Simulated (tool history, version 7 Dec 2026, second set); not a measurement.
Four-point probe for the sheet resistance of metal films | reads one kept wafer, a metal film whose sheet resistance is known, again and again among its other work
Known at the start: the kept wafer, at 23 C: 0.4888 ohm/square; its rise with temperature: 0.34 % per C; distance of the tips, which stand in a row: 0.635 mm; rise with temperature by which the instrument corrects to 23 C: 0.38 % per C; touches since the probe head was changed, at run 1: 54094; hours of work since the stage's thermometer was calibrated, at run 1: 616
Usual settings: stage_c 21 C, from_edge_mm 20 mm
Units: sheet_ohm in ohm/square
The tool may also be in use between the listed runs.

run,hour,stage_c,from_edge_mm,touches since the probe head was changed,hours of work since the stage's thermometer was calibrated,sheet_ohm
1,0.0,21,20,54094,616,0.489356
2,14.0,21,4,54624,624,0.495771
3,40.5,21,4,55626,639,0.495845
4,66.6,21,52,56615,653,0.489229
5,82.6,21,20,57221,662,0.489655
6,109.8,21,20,58250,677,0.489556
# hour 113.0: stage's thermometer calibrated
7,140.2,21,20,59381,15,0.490016
8,173.8,33,20,60653,34,0.487851
9,204.7,33,20,61824,51,0.487938
10,227.4,34,5,62685,64,0.491690
11,254.3,20,32,63702,79,0.490056
12,269.6,19,27,64282,88,0.490382
# hour 294.4: new probe head fitted
13,295.2,31,20,28,101,0.487063
# hour 303.0: stage's thermometer calibrated, once more
14,318.8,34,3,905,9,0.497282
15,339.7,29,29,1695,21,0.486828
16,357.0,30,28,2350,30,0.486828

3 ways to go on from here, each from the tool as it stands after run 16. What would each give?
A,390.8,30,4,3627,49,?
B,390.8,34,49,3627,49,?
C,390.8,32,28,3627,49,?

run,sheet_ohm
A,0.493165
B,0.485985
C,0.486499
Without the tool's hidden state the same runs would have given:
run,sheet_ohm
A,0.494142
B,0.486949
C,0.487464

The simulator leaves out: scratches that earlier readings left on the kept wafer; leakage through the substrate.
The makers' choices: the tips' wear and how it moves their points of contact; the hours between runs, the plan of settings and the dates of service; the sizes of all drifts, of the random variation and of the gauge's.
